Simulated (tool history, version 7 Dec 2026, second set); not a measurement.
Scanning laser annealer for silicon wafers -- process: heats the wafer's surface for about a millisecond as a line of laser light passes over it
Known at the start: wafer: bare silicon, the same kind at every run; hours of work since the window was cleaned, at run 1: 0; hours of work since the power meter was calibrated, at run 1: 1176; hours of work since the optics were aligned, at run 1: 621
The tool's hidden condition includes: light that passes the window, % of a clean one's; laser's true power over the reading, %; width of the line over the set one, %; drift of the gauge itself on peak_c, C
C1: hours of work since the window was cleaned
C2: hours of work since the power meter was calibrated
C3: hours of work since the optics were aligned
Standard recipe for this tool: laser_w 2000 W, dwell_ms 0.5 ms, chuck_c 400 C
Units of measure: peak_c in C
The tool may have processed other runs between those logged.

{"run": 1, "hour": 0.0, "laser_w": 2000, "dwell_ms": 0.5, "chuck_c": 400, "C1": 0, "C2": 1176, "C3": 621, "peak_c": 1148}
{"run": 2, "hour": 58.9, "laser_w": 2000, "dwell_ms": 0.455, "chuck_c": 400, "C1": 39, "C2": 1215, "C3": 660, "peak_c": 1118}
{"run": 3, "hour": 120.2, "laser_w": 2000, "dwell_ms": 0.619, "chuck_c": 400, "C1": 80, "C2": 1256, "C3": 702, "peak_c": 1219}
{"run": 4, "hour": 174.1, "laser_w": 2000, "dwell_ms": 0.41, "chuck_c": 400, "C1": 116, "C2": 1292, "C3": 738, "peak_c": 1085}
{"run": 5, "hour": 218.6, "laser_w": 2000, "dwell_ms": 0.41, "chuck_c": 400, "C1": 146, "C2": 1322, "C3": 767, "peak_c": 1084}
{"run": 6, "hour": 255.5, "laser_w": 2000, "dwell_ms": 0.41, "chuck_c": 402, "C1": 171, "C2": 1347, "C3": 792, "peak_c": 1083}
{"run": 7, "hour": 314.9, "laser_w": 2000, "dwell_ms": 0.41, "chuck_c": 402, "C1": 211, "C2": 1386, "C3": 832, "peak_c": 1082}
{"run": 8, "hour": 345.4, "laser_w": 2000, "dwell_ms": 0.5, "chuck_c": 400, "C1": 231, "C2": 1407, "C3": 852, "peak_c": 1145}
{"run": 9, "hour": 381.5, "laser_w": 2162, "dwell_ms": 0.5, "chuck_c": 400, "C1": 255, "C2": 1431, "C3": 876, "peak_c": 1194}
{"run": 10, "hour": 416.5, "laser_w": 2162, "dwell_ms": 0.5, "chuck_c": 400, "C1": 279, "C2": 1454, "C3": 900, "peak_c": 1196}
{"run": 11, "hour": 446.2, "laser_w": 2000, "dwell_ms": 0.5, "chuck_c": 400, "C1": 299, "C2": 1474, "C3": 920, "peak_c": 1136}
{"run": 12, "hour": 504.3, "laser_w": 2000, "dwell_ms": 0.5, "chuck_c": 400, "C1": 337, "C2": 1513, "C3": 958, "peak_c": 1136}
{"run": 13, "hour": 546.4, "laser_w": 2000, "dwell_ms": 0.5, "chuck_c": 400, "C1": 366, "C2": 1541, "C3": 987, "peak_c": 1132}
{"run": 14, "hour": 583.2, "laser_w": 2000, "dwell_ms": 0.5, "chuck_c": 400, "C1": 390, "C2": 1566, "C3": 1011, "peak_c": 1136}
{"run": 15, "hour": 609.8, "laser_w": 2000, "dwell_ms": 0.5, "chuck_c": 400, "C1": 408, "C2": 1584, "C3": 1029, "peak_c": 1129}
{"run": 16, "hour": 665.3, "laser_w": 2000, "dwell_ms": 0.5, "chuck_c": 400, "C1": 445, "C2": 1621, "C3": 1066, "peak_c": 1131}
{"hour": 714.3, "done": "window over the wafer cleaned"}
{"run": 17, "hour": 730.8, "laser_w": 2000, "dwell_ms": 0.5, "chuck_c": 400, "C1": 11, "C2": 1663, "C3": 1109, "peak_c": 1150}
{"run": 18, "hour": 764.0, "laser_w": 2000, "dwell_ms": 0.5, "chuck_c": 400, "C1": 33, "C2": 1685, "C3": 1131, "peak_c": 1142}
{"run": 19, "hour": 820.5, "laser_w": 2105, "dwell_ms": 0.5, "chuck_c": 400, "C1": 71, "C2": 1723, "C3": 1169, "peak_c": 1184}
{"run": 20, "hour": 866.4, "laser_w": 2105, "dwell_ms": 0.5, "chuck_c": 400, "C1": 102, "C2": 1754, "C3": 1199, "peak_c": 1179}
{"run": 21, "hour": 901.4, "laser_w": 2105, "dwell_ms": 0.5, "chuck_c": 400, "C1": 125, "C2": 1777, "C3": 1223, "peak_c": 1178}
{"run": 22, "hour": 936.8, "laser_w": 2145, "dwell_ms": 0.553, "chuck_c": 435, "C1": 149, "C2": 1801, "C3": 1246, "peak_c": 1261}
{"run": 23, "hour": 998.9, "laser_w": 2098, "dwell_ms": 0.41, "chuck_c": 435, "C1": 190, "C2": 1843, "C3": 1288, "peak_c": 1143}
{"run": 24, "hour": 1034.2, "laser_w": 2117, "dwell_ms": 0.565, "chuck_c": 425, "C1": 214, "C2": 1866, "C3": 1312, "peak_c": 1248}
{"run": 25, "hour": 1071.3, "laser_w": 2171, "dwell_ms": 0.565, "chuck_c": 425, "C1": 239, "C2": 1891, "C3": 1336, "peak_c": 1267}
{"run": 26, "hour": 1109.4, "laser_w": 2171, "dwell_ms": 0.565, "chuck_c": 425, "C1": 264, "C2": 1917, "C3": 1362, "peak_c": 1266}
{"run": 27, "hour": 1142.7, "laser_w": 2026, "dwell_ms": 0.565, "chuck_c": 425, "C1": 287, "C2": 1939, "C3": 1384, "peak_c": 1211}
{"hour": 1152.6, "done": "optics aligned, line set to its width"}
{"run": 28, "hour": 1193.0, "laser_w": 1965, "dwell_ms": 0.481, "chuck_c": 425, "C1": 317, "C2": 1969, "C3": 27, "peak_c": 1128}
{"run": 29, "hour": 1226.9, "laser_w": 1965, "dwell_ms": 0.481, "chuck_c": 425, "C1": 340, "C2": 1992, "C3": 50, "peak_c": 1128}
{"run": 30, "hour": 1289.8, "laser_w": 1796, "dwell_ms": 0.433, "chuck_c": 425, "C1": 382, "C2": 2034, "C3": 92, "peak_c": 1040}
{"run": 31, "hour": 1347.1, "laser_w": 1931, "dwell_ms": 0.455, "chuck_c": 400, "C1": 420, "C2": 2072, "C3": 130, "peak_c": 1074}
{"run": 32, "hour": 1400.0, "laser_w": 1931, "dwell_ms": 0.455, "chuck_c": 400, "C1": 455, "C2": 2108, "C3": 165, "peak_c": 1073}
{"hour": 1433.9, "done": "window over the wafer cleaned"}
{"run": 33, "hour": 1460.0, "laser_w": 1948, "dwell_ms": 0.5, "chuck_c": 427, "C1": 17, "C2": 2146, "C3": 204, "peak_c": 1144}
{"hour": 1503.0, "done": "optics aligned, line set to its width, once more"}
{"run": 34, "hour": 1513.3, "laser_w": 1765, "dwell_ms": 0.556, "chuck_c": 380, "C1": 50, "C2": 2179, "C3": 7, "peak_c": 1075}
{"run": 35, "hour": 1557.6, "laser_w": 2125, "dwell_ms": 0.395, "chuck_c": 400, "C1": 79, "C2": 2208, "C3": 36, "peak_c": 1117}
{"run": 36, "hour": 1585.4, "laser_w": 1748, "dwell_ms": 0.613, "chuck_c": 400, "C1": 98, "C2": 2227, "C3": 55, "peak_c": 1115}
{"run": 37, "hour": 1618.4, "laser_w": 2000, "dwell_ms": 0.5, "chuck_c": 385, "C1": 120, "C2": 2249, "C3": 77, "peak_c": 1134}
{"run": 38, "hour": 1650.7, "laser_w": 1973, "dwell_ms": 0.599, "chuck_c": 423, "C1": 142, "C2": 2271, "C3": 99, "peak_c": 1220}
{"run": 39, "hour": 1711.5, "laser_w": 2084, "dwell_ms": 0.437, "chuck_c": 440, "C1": 182, "C2": 2311, "C3": 139, "peak_c": 1176}
{"run": 40, "hour": 1740.5, "laser_w": 2084, "dwell_ms": 0.437, "chuck_c": 440, "C1": 202, "C2": 2331, "C3": 159, "peak_c": 1172}
{"run": 41, "hour": 1780.9, "laser_w": 1863, "dwell_ms": 0.375, "chuck_c": 382, "C1": 229, "C2": 2358, "C3": 186, "peak_c": 995}

Branching from run 41: 3 alternative next runs. What would each branch give?
{"run": "A", "hour": 1806.8, "laser_w": 2000, "dwell_ms": 0.547, "chuck_c": 400, "C1": 246, "C2": 2375, "C3": 203, "peak_c": "?"}
{"run": "B", "hour": 1806.8, "laser_w": 1863, "dwell_ms": 0.375, "chuck_c": 437, "C1": 246, "C2": 2375, "C3": 203, "peak_c": "?"}
{"run": "C", "hour": 1806.8, "laser_w": 1863, "dwell_ms": 0.452, "chuck_c": 414, "C1": 246, "C2": 2375, "C3": 203, "peak_c": "?"}

run=A peak_c=1175
run=B peak_c=1053
run=C peak_c=1078
Had the tool no hidden state, the same runs would have come out as:
run=A peak_c=1195
run=B peak_c=1069
run=C peak_c=1096
